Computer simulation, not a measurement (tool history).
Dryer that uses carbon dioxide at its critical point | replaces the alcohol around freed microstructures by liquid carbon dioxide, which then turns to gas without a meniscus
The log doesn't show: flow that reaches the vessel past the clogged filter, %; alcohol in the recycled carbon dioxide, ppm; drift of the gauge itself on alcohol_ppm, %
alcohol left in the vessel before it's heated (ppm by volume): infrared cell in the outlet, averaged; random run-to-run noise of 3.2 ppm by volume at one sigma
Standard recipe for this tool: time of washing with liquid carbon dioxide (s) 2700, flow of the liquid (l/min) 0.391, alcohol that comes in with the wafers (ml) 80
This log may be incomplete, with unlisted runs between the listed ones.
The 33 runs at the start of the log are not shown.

| run | hour | time of washing with liquid carbon dioxide (s) | flow of the liquid (l/min) | alcohol that comes in with the wafers (ml) | hours of work since the filter was changed | hours of work since the purifier's bed was changed | alcohol left in the vessel before it's heated (ppm by volume) |
|---|---|---|---|---|---|---|---|
| 34 | 261.8 | 1920 | 0.433 | 75 | 407 | 289 | 218 |
| 35 | 268.3 | 2580 | 0.391 | 80 | 411 | 293 | 105 |
|  | 274.4 | inlet filter changed |
| 36 | 277.2 | 1800 | 0.583 | 33 | 2 | 298 | 39 |
| 37 | 286 | 4140 | 0.313 | 80 | 8 | 304 | 36 |
| 38 | 296.2 | 2700 | 0.631 | 80 | 14 | 310 | 33 |
| 39 | 306.3 | 2700 | 0.248 | 68 | 21 | 317 | 264 |
| 40 | 314.4 | 2700 | 0.248 | 68 | 26 | 322 | 264 |
| 41 | 320.8 | 3960 | 0.537 | 20 | 30 | 326 | 40 |

Forecast run 42:
| 42 | 328.5 | 2580 | 0.391 | 45 | 35 | 331 | ? |

{"run 42": {"alcohol left in the vessel before it's heated (ppm by volume)": 54}}
On a tool with no hidden condition, and with the same random variation, this run would have come out at alcohol left in the vessel before it's heated (ppm by volume) 20.
